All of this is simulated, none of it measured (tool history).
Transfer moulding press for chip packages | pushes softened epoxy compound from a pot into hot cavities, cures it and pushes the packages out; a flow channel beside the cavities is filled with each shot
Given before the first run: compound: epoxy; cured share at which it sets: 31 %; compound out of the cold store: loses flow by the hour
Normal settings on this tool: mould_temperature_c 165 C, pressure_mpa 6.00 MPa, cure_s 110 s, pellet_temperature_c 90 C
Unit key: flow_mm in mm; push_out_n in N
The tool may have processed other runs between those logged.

run,day,mould_temperature_c,pressure_mpa,cure_s,pellet_temperature_c,incoming compound's hours out of the cold store,flow_mm,push_out_n
1,0.000,165,6.00,110,90,26.3,701,782
# day 0.750: cavities cleaned with cleaning compound and waxed
2,1.454,165,6.00,110,90,27.0,704,629
3,2.567,165,6.55,110,90,14.7,787,766
4,3.325,165,6.00,104,90,23.4,715,858
5,4.054,165,6.00,104,90,40.8,633,808
# day 4.412: cavities cleaned with cleaning compound and waxed
6,5.483,167,6.00,116,90,25.5,701,584
7,6.262,167,5.67,116,90,19.5,709,664
8,7.046,167,5.67,116,90,29.8,663,684
9,7.688,161,5.05,140,83,39.2,597,681
# day 8.096: cavities cleaned with cleaning compound and waxed
10,8.438,161,5.73,123,92,34.4,650,536

3 ways to go on from here, each from the tool as it stands after run 10. What would each give?
A,9.792,159,6.62,123,90,14.4,?,?
B,9.792,161,5.25,123,89,47.6,?,?
C,9.792,165,5.28,110,90,11.5,?,?

run,flow_mm,push_out_n
A,794,879
B,570,735
C,710,739
Had the tool no hidden state, the same runs would have come out as:
run,flow_mm,push_out_n
A,814,514
B,585,425
C,728,428

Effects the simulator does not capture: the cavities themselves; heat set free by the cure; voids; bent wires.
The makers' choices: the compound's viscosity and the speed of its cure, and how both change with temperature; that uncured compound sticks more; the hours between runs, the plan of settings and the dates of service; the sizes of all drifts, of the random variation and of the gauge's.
